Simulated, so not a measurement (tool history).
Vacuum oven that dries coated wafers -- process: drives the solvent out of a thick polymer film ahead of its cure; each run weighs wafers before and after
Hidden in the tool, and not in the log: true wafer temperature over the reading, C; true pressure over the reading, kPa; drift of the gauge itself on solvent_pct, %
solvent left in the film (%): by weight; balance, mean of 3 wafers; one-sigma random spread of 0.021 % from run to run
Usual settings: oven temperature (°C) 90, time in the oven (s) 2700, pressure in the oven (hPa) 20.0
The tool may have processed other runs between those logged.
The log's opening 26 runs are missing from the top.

run    hour  oven temperature (°C)  time in the oven (s)  pressure in the oven (hPa)  hours of work since the thermocouples were calibrated  hours of work since the vacuum gauge was cleaned of residue  solvent left in the film (%)
 27  1741.9                     76                  2520                        19.9                                                    532                                                         1148                          6.01
 28  1809.5                     81                  2700                        19.9                                                    573                                                         1189                          4.08
     1881.3  -- oven's thermocouples calibrated
 29  1881.3                     81                  2700                        19.9                                                      0                                                         1232                          3.71
     1947.8  -- vacuum gauge cleaned of residue and calibrated
 30  1947.8                     79                  3420                        10.4                                                     39                                                            0                          3.04
 31  2003.5                     79                  3420                        10.4                                                     73                                                           34                          3.06
 32  2044.7                     82                  2700                        22.5                                                     98                                                           59                          3.47
 33  2122.0                     90                  4860                        39.9                                                    145                                                          106                          1.07
 34  2209.1                     90                  2700                        77.1                                                    198                                                          158                          2.62
 35  2264.1                     81                  4500                        11.0                                                    231                                                          192                          1.67
 36  2331.1                     81                  4500                        11.0                                                    272                                                          232                          1.65
 37  2412.8                     81                  4500                        11.0                                                    321                                                          282                          1.67
 38  2497.5                     81                  1440                        11.0                                                    372                                                          333                          6.25
 39  2561.9                     81                  1560                        11.0                                                    411                                                          372                          5.91
 40  2642.0                     92                  4020                        23.0                                                    460                                                          421                          0.72
 41  2720.9                     90                  1680                        20.0                                                    508                                                          468                          2.94

Each row is a separate what-if for the run after 41, all from the same tool condition, not one after another. Results?
  A  2807.2                     90                  2700                        17.6                                                    560                                                          521                             ?
  B  2807.2                     79                  2100                        75.0                                                    560                                                          521                             ?
  C  2807.2                     76                  3660                        13.8                                                    560                                                          521                             ?
  D  2807.2                     90                  1740                        25.3                                                    560                                                          521                             ?

run  solvent left in the film (%)
  A                          1.46
  B                          6.86
  C                          4.08
  D                          2.95
The same runs, with their run-to-run variation unchanged, on a tool lacking any hidden condition would have given:
run  solvent left in the film (%)
  A                          1.34
  B                          6.66
  C                          3.87
  D                          2.78
